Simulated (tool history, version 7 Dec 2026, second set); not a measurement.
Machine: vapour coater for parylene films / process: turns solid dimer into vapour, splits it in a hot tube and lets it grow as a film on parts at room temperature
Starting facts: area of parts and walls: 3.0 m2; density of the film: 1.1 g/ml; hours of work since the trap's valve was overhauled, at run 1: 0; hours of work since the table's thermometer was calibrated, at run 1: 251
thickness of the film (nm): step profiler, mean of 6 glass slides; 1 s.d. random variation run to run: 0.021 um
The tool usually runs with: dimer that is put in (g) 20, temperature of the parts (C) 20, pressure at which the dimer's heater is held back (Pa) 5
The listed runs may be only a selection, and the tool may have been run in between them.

run    hour  dimer that is put in (g)  temperature of the parts (C)  pressure at which the dimer's heater is held back (Pa)  hours of work since the trap's valve was overhauled  hours of work since the table's thermometer was calibrated  thickness of the film (nm)
  1       0                        20                            20                                                       5                                                    0                                                         251                        3820
  2    62.4                        20                            20                                                       5                                                   28                                                         279                        3760
  3   140.1                        19                            20                                                       5                                                   62                                                         313                        3510
  4   190.8                        20                            20                                                       5                                                   85                                                         336                        3710
  5     262                        20                            20                                                       5                                                  116                                                         367                        3660
  6   319.3                        20                            20                                                       5                                                  142                                                         393                        3630
  7   378.9                        20                            20                                                       5                                                  168                                                         419                        3590
  8   449.4                        20                            20                                                       5                                                  200                                                         451                        3550
  9   505.3                        20                            20                                                       5                                                  224                                                         475                        3530
      524.3  -- trap's valve overhauled
 10   575.8                        20                            20                                                       5                                                   23                                                         505                        3760
 11   627.1                        20                            20                                                       5                                                   46                                                         528                        3750
 12   668.9                        20                            20                                                       5                                                   64                                                         546                        3740
 13   709.7                        20                            20                                                       5                                                   82                                                         564                        3680
 14   787.3                        20                            20                                                       5                                                  117                                                         599                        3690
 15     857                        20                            20                                                    8.71                                                  148                                                         630                        3560
 16     922                        20                            20                                                       5                                                  177                                                         659                        3580
 17   978.7                        20                            20                                                       5                                                  202                                                         684                        3540
     1052.5  -- trap's valve overhauled
 18  1056.7                        20                            20                                                       5                                                    2                                                         717                        3800
 19  1130.1                        20                            20                                                       5                                                   34                                                         749                        3830
 20  1182.9                        20                            29                                                       5                                                   58                                                         773                        3150
 21  1256.6                        20                            20                                                       5                                                   91                                                         805                        3730
 22  1293.7                        20                            20                                                       5                                                  107                                                         822                        3720
 23  1343.2                        20                            20                                                       5                                                  129                                                         844                        3660
 24  1419.2                        20                            20                                                       5                                                  163                                                         878                        3640
 25  1469.6                        23                            14                                                       5                                                  185                                                         900                        4720
 26  1540.7                        20                            14                                                   10.26                                                  217                                                         932                        3850
     1581.3  -- trap's valve overhauled
 27  1590.2                        35                            20                                                       5                                                    4                                                         952                        6710
 28  1656.4                        35                            20                                                       5                                                   33                                                         981                        6610
 29  1710.9                        34                            25                                                       5                                                   58                                                        1005                        5830
 30  1753.7                        20                            16                                                       5                                                   77                                                        1024                        4060
 31  1797.5                        20                            19                                                   11.05                                                   96                                                        1044                        3650
 32  1843.8                        21                            20                                                    5.23                                                  117                                                        1064                        3850
 33  1920.6                        21                            19                                                   10.44                                                  151                                                        1099                        3770
 34  1953.9                        20                            20                                                    9.97                                                  165                                                        1113                        3530
 35  2004.5                        16                            20                                                    9.93                                                  188                                                        1136                        2800
 36  2081.5                        16                            20                                                    9.93                                                  222                                                        1170                        2760
     2106.3  -- trap's valve overhauled
 37  2149.1                        16                            20                                                    9.93                                                   19                                                        1198                        2960
 38  2215.3                        20                            31                                                    3.21                                                   48                                                        1228                        3110
 39  2275.5                        20                            31                                                    3.21                                                   75                                                        1254                        3090
 40  2349.4                        19                            23                                                    3.21                                                  108                                                        1287                        3430
 41  2392.1                        23                            14                                                    4.26                                                  127                                                        1306                        4790
 42  2459.4                        13                            18                                                    2.26                                                  157                                                        1336                        2570
 43  2516.8                        33                            18                                                       5                                                  182                                                        1362                        6210
 44  2596.2                        25                            20                                                    2.47                                                  218                                                        1397                        4670
     2630.5  -- trap's valve overhauled
 45  2633.1                        20                            21                                                       5                                                    1                                                        1411                        3750
 46  2687.4                        29                            21                                                    5.21                                                   25                                                        1436                        5410
 47  2732.1                        29                            21                                                    5.21                                                   45                                                        1455                        5360
 48  2797.1                        29                            21                                                    3.23                                                   74                                                        1484                        5450

Here are 3 independent what-if runs from the current tool condition. What would each one return?
  A  2838.4                         9                            16                                                       5                                                   92                                                        1503                           ?
  B  2838.4                        29                            13                                                    3.59                                                   92                                                        1503                           ?
  C  2838.4                        29                            21                                                     2.4                                                   92                                                        1503                           ?

run  thickness of the film (nm)
  A                        1800
  B                        6280
  C                        5490
Stripped of hidden state, with their random variation kept, the same runs would have yielded:
run  thickness of the film (nm)
  A                        1830
  B                        6380
  C                        5580

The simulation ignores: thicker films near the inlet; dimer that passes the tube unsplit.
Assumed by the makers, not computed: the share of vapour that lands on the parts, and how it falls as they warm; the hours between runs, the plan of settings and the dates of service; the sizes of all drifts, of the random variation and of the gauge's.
